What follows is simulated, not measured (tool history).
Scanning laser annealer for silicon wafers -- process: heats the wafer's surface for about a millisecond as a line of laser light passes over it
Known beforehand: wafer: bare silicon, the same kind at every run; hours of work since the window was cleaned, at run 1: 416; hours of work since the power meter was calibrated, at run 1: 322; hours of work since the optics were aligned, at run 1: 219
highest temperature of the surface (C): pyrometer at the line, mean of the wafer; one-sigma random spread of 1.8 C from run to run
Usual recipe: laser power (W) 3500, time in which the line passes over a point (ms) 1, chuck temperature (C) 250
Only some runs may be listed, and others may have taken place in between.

run,hour,laser power (W),time in which the line passes over a point (ms),chuck temperature (C),hours of work since the window was cleaned,hours of work since the power meter was calibrated,hours of work since the optics were aligned,highest temperature of the surface (C)
1,0,3500,1,250,416,322,219,991
2,22.7,3500,1,250,429,336,233,988
3,37.1,3500,1,250,437,344,241,985
4,48.3,3500,1,289,444,351,248,1027
5,71.7,3500,1,289,458,364,261,1025
6,95.7,3500,1,289,472,378,276,1023
7,110.4,3500,1,289,480,387,284,1023
8,131.1,3500,1,289,492,399,296,1021
9,144.5,3500,1,254,500,407,304,989
10,169,3442,1.23,237,515,421,318,1036
# hour 175.8: optics aligned, line set to its width
11,189.8,3615,1.08,252,524,431,8,1031
12,211.5,2995,0.82,215,537,443,21,783
# hour 238.4: optics aligned, line set to its width, once more
13,238.4,3040,1,232,549,456,0,870
14,262.6,3500,1.15,284,564,470,14,1068
15,275.2,3500,1.15,284,571,478,22,1068
# hour 288.2: window over the wafer cleaned
16,288.4,3595,0.86,259,0,484,28,982
17,302.7,3595,0.86,259,9,493,37,982

Take each entry between the runs: how does the hidden state at the last listed run before it differ from the hidden state at the first listed run after it?
After run 10, before run 11: optics aligned, line set to its width (hour 175.8)
  light that passes the window, % of a clean one's: 96.3 -> 96.24; laser's true power over the reading, %: -0.2 -> -0.21; width of the line over the set one, %: 0.75 -> 0.86
  what was measured, less what the result would be without the hidden state, highest temperature of the surface (C): -35 -> -35
After run 12, before run 13: optics aligned, line set to its width, once more (hour 238.4)
  light that passes the window, % of a clean one's: 96.16 -> 96.07; laser's true power over the reading, %: -0.21 -> -0.22; width of the line over the set one, %: 0.89 -> 0.25
  what was measured, less what the result would be without the hidden state, highest temperature of the surface (C): -26 -> -28
After run 15, before run 16: window over the wafer cleaned (hour 288.2)
  light that passes the window, % of a clean one's: 95.92 -> 99.66; width of the line over the set one, %: 0.3 -> 0.31
  what was measured, less what the result would be without the hidden state, highest temperature of the surface (C): -36 -> -5
